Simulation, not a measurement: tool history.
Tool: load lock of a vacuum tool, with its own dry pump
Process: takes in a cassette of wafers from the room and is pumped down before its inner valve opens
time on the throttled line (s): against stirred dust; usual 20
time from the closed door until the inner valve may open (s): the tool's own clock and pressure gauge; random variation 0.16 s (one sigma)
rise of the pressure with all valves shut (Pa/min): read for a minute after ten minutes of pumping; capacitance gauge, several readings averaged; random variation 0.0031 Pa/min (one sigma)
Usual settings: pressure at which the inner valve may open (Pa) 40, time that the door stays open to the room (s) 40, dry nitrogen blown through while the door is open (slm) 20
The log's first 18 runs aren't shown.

run,hour,time on the throttled line (s),pressure at which the inner valve may open (Pa),time that the door stays open to the room (s),dry nitrogen blown through while the door is open (slm),"incoming humidity of the room's air, %",time from the closed door until the inner valve may open (s),rise of the pressure with all valves shut (Pa/min)
19,2157.4,20,41,40,20,44.4,27.7,0.588
20,2241,13,41,40,20,44.5,21.9,0.594
21,2335.6,13,41,40,20,41.7,22.1,0.599
22,2418.5,13,34,67,6,42.5,22.3,0.637
# hour 2555.9: door's seal changed, seat wiped
23,2576.4,27,40,40,20,45.3,33.3,0.057
24,2698.8,12,34,25,12,45.3,21.4,0.06
25,2850.8,20,40,187,26,46.9,27.6,0.1
26,2972.4,12,40,29,20,45.3,21.3,0.054
27,3133.5,12,40,29,20,47.4,21.4,0.061
28,3288.2,12,40,42,14,45.8,21.2,0.078
29,3404.5,12,40,42,14,47.5,21.3,0.085
30,3564.9,20,40,142,20,46.1,27.8,0.108
31,3638.4,33,42,54,12,49.3,38.8,0.098
32,3737,18,38,26,20,45.2,26.5,0.066
33,3854.5,38,32,26,20,47.5,43.1,0.077
34,3926.2,38,79,208,5,46.3,41.6,0.185
35,4040.2,38,79,208,5,44.9,41.8,0.182
36,4111.1,38,79,208,5,42.8,41.8,0.172
37,4202.4,16,46,47,39,49.9,24.3,0.076

Forecast each of these 4 alternatives for the next run:
A,4316.6,26,40,40,6,44.5,?,?
B,4316.6,17,40,69,14,42.9,?,?
C,4316.6,20,40,40,5,47.5,?,?
D,4316.6,20,40,40,26,44.6,?,?

run,time from the closed door until the inner valve may open (s),rise of the pressure with all valves shut (Pa/min)
A,33.1,0.106
B,25.4,0.109
C,27.8,0.114
D,27.9,0.087
Without the tool's hidden state the same runs would have given:
run,time from the closed door until the inner valve may open (s),rise of the pressure with all valves shut (Pa/min)
A,32.5,0.073
B,24.6,0.075
C,27.1,0.081
D,27.1,0.054

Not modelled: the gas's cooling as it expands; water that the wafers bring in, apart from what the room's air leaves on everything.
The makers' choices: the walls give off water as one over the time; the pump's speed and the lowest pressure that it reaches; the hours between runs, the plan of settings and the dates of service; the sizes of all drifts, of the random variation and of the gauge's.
